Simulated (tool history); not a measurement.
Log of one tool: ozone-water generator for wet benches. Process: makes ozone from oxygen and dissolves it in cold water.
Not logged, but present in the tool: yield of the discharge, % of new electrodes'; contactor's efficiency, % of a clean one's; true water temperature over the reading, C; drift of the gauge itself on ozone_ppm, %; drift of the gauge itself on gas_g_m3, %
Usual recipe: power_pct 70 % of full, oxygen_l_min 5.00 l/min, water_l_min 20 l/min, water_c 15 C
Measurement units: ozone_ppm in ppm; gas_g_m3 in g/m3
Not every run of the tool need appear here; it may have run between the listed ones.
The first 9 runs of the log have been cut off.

run	hour	power_pct	oxygen_l_min	water_l_min	water_c	hours of work since the electrodes were changed	hours of work since the contactor was cleaned	hours of work since the thermometer was calibrated	ozone_ppm	gas_g_m3
10	229.0	70	5.00	20	15	1123	1330	2457	18.9	165.2
11	265.1	70	5.00	20	15	1152	1359	2487	19.2	164.5
12	283.5	70	5.00	20	15	1167	1374	2502	19.0	164.9
13	302.4	70	5.00	20	15	1183	1390	2517	19.1	165.5
14	329.4	70	2.66	20	15	1205	1412	2539	18.0	232.0
15	352.0	70	2.66	20	15	1223	1430	2558	17.9	234.1
16	376.4	70	5.00	15	15	1243	1450	2577	23.8	164.3
17	397.4	49	6.01	20	8	1260	1467	2595	15.9	112.4
18	423.1	49	6.01	20	8	1281	1488	2616	16.0	112.6
19	457.9	70	3.91	20	19	1310	1517	2644	17.9	188.3
20	490.6	70	3.20	20	9	1336	1543	2671	19.7	208.8
21	509.0	70	4.25	20	9	1351	1558	2686	20.0	179.4
22	524.7	70	4.25	20	9	1364	1571	2699	20.2	177.1
23	554.2	70	4.25	20	9	1388	1595	2723	20.1	178.0
24	591.1	70	4.25	20	9	1418	1625	2753	20.0	178.9
25	610.4	51	5.00	23	15	1434	1641	2769	13.3	127.2
26	627.8	59	7.71	23	15	1448	1655	2783	14.8	112.2
27	652.9	76	2.64	23	8	1469	1676	2803	17.4	248.1
28	669.1	70	4.11	19	15	1482	1689	2817	19.6	181.7
29	689.0	44	5.00	12	9	1498	1705	2833	21.3	114.3
30	724.7	44	5.00	12	9	1528	1735	2862	21.3	114.2
31	754.0	44	5.00	12	9	1552	1758	2886	21.1	113.8

Forecast each of these 5 alternatives for the next run:
A	771.7	83	5.00	25	22	1566	1773	2900	?	?
B	771.7	82	5.00	22	11	1566	1773	2900	?	?
C	771.7	42	5.00	23	15	1566	1773	2900	?	?
D	771.7	70	5.00	20	17	1566	1773	2900	?	?
E	771.7	50	5.00	12	9	1566	1773	2900	?	?

run	ozone_ppm	gas_g_m3
A	16.2	182.7
B	20.3	183.9
C	11.3	110.8
D	18.3	161.8
E	23.2	126.6
Take away the tool's hidden state, keep each run's random variation, and the runs would have read:
run	ozone_ppm	gas_g_m3
A	17.2	191.3
B	21.6	192.4
C	11.8	113.5
D	19.3	168.6
E	24.2	130.5
